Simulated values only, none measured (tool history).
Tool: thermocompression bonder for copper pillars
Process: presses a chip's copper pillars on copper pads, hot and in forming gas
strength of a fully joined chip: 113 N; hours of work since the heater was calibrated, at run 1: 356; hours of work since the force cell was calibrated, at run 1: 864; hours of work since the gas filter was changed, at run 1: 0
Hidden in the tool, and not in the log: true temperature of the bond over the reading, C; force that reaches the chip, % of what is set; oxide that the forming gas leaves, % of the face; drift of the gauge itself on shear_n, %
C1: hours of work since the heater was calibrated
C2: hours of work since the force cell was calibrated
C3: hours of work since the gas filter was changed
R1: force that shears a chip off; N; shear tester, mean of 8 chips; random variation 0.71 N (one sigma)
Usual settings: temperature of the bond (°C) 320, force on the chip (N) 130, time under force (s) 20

{"run": 1, "day": 0.0, "temperature of the bond (°C)": 320, "force on the chip (N)": 130, "time under force (s)": 20, "C1": 356, "C2": 864, "C3": 0, "R1": 82.2}
{"run": 2, "day": 3.162, "temperature of the bond (°C)": 320, "force on the chip (N)": 130, "time under force (s)": 20, "C1": 398, "C2": 905, "C3": 41, "R1": 82.3}
{"run": 3, "day": 5.054, "temperature of the bond (°C)": 320, "force on the chip (N)": 130, "time under force (s)": 20, "C1": 422, "C2": 929, "C3": 66, "R1": 81.6}
{"run": 4, "day": 8.371, "temperature of the bond (°C)": 315, "force on the chip (N)": 130, "time under force (s)": 20, "C1": 465, "C2": 972, "C3": 109, "R1": 80.1}
{"run": 5, "day": 9.838, "temperature of the bond (°C)": 315, "force on the chip (N)": 130, "time under force (s)": 20, "C1": 484, "C2": 991, "C3": 128, "R1": 79.1}
{"run": 6, "day": 12.412, "temperature of the bond (°C)": 320, "force on the chip (N)": 130, "time under force (s)": 20, "C1": 518, "C2": 1025, "C3": 161, "R1": 80.9}
{"run": 7, "day": 15.467, "temperature of the bond (°C)": 320, "force on the chip (N)": 130, "time under force (s)": 20, "C1": 557, "C2": 1065, "C3": 201, "R1": 81.6}
{"run": 8, "day": 17.25, "temperature of the bond (°C)": 320, "force on the chip (N)": 130, "time under force (s)": 20, "C1": 580, "C2": 1088, "C3": 224, "R1": 81.7}
{"run": 9, "day": 20.612, "temperature of the bond (°C)": 320, "force on the chip (N)": 130, "time under force (s)": 20, "C1": 624, "C2": 1131, "C3": 268, "R1": 82.6}
{"run": 10, "day": 23.558, "temperature of the bond (°C)": 320, "force on the chip (N)": 130, "time under force (s)": 20, "C1": 662, "C2": 1170, "C3": 306, "R1": 81.8}
{"run": 11, "day": 26.254, "temperature of the bond (°C)": 320, "force on the chip (N)": 130, "time under force (s)": 20, "C1": 697, "C2": 1205, "C3": 341, "R1": 81.5}
{"run": 12, "day": 27.704, "temperature of the bond (°C)": 320, "force on the chip (N)": 130, "time under force (s)": 20, "C1": 716, "C2": 1224, "C3": 360, "R1": 82.7}
{"run": 13, "day": 29.479, "temperature of the bond (°C)": 320, "force on the chip (N)": 130, "time under force (s)": 20, "C1": 739, "C2": 1247, "C3": 383, "R1": 81.4}
{"run": 14, "day": 30.912, "temperature of the bond (°C)": 320, "force on the chip (N)": 150, "time under force (s)": 20, "C1": 758, "C2": 1265, "C3": 402, "R1": 88.5}
{"run": 15, "day": 32.875, "temperature of the bond (°C)": 320, "force on the chip (N)": 130, "time under force (s)": 35, "C1": 783, "C2": 1291, "C3": 427, "R1": 92.5}
{"run": 16, "day": 36.296, "temperature of the bond (°C)": 320, "force on the chip (N)": 130, "time under force (s)": 35, "C1": 828, "C2": 1335, "C3": 472, "R1": 91.4}
{"run": 17, "day": 37.825, "temperature of the bond (°C)": 320, "force on the chip (N)": 130, "time under force (s)": 35, "C1": 848, "C2": 1355, "C3": 491, "R1": 91.5}
{"day": 38.054, "done": "forming gas filter changed"}
{"run": 18, "day": 40.8, "temperature of the bond (°C)": 320, "force on the chip (N)": 130, "time under force (s)": 35, "C1": 886, "C2": 1393, "C3": 36, "R1": 93.1}
{"day": 42.438, "done": "heater calibrated with a thermocouple chip"}
{"run": 19, "day": 43.196, "temperature of the bond (°C)": 309, "force on the chip (N)": 134, "time under force (s)": 35, "C1": 10, "C2": 1423, "C3": 66, "R1": 88.5}
{"run": 20, "day": 45.667, "temperature of the bond (°C)": 290, "force on the chip (N)": 135, "time under force (s)": 11, "C1": 42, "C2": 1456, "C3": 98, "R1": 56.5}
{"run": 21, "day": 48.112, "temperature of the bond (°C)": 290, "force on the chip (N)": 135, "time under force (s)": 11, "C1": 74, "C2": 1487, "C3": 130, "R1": 56.6}
{"run": 22, "day": 49.521, "temperature of the bond (°C)": 319, "force on the chip (N)": 159, "time under force (s)": 18, "C1": 92, "C2": 1506, "C3": 148, "R1": 88.5}
{"run": 23, "day": 51.429, "temperature of the bond (°C)": 346, "force on the chip (N)": 86, "time under force (s)": 17, "C1": 117, "C2": 1530, "C3": 173, "R1": 70.9}
{"run": 24, "day": 54.333, "temperature of the bond (°C)": 327, "force on the chip (N)": 141, "time under force (s)": 12, "C1": 155, "C2": 1568, "C3": 210, "R1": 80.0}
{"run": 25, "day": 56.488, "temperature of the bond (°C)": 327, "force on the chip (N)": 141, "time under force (s)": 12, "C1": 183, "C2": 1596, "C3": 238, "R1": 78.6}
{"run": 26, "day": 59.75, "temperature of the bond (°C)": 312, "force on the chip (N)": 141, "time under force (s)": 19, "C1": 225, "C2": 1639, "C3": 281, "R1": 80.0}
{"run": 27, "day": 62.588, "temperature of the bond (°C)": 305, "force on the chip (N)": 156, "time under force (s)": 52, "C1": 262, "C2": 1675, "C3": 318, "R1": 98.4}
{"run": 28, "day": 65.125, "temperature of the bond (°C)": 348, "force on the chip (N)": 156, "time under force (s)": 14, "C1": 295, "C2": 1708, "C3": 351, "R1": 95.4}
{"run": 29, "day": 67.283, "temperature of the bond (°C)": 348, "force on the chip (N)": 141, "time under force (s)": 36, "C1": 323, "C2": 1736, "C3": 379, "R1": 103.3}
{"run": 30, "day": 70.754, "temperature of the bond (°C)": 307, "force on the chip (N)": 102, "time under force (s)": 35, "C1": 368, "C2": 1782, "C3": 424, "R1": 73.7}
{"run": 31, "day": 74.208, "temperature of the bond (°C)": 307, "force on the chip (N)": 102, "time under force (s)": 35, "C1": 413, "C2": 1826, "C3": 469, "R1": 73.6}

The next listed run, before its measurement:
{"run": 32, "day": 75.7, "temperature of the bond (°C)": 291, "force on the chip (N)": 139, "time under force (s)": 13, "C1": 432, "C2": 1846, "C3": 488, "R1": "?"}

R1: 61.6 N
Without the tool's hidden state the same run would have given R1 62.1 N.

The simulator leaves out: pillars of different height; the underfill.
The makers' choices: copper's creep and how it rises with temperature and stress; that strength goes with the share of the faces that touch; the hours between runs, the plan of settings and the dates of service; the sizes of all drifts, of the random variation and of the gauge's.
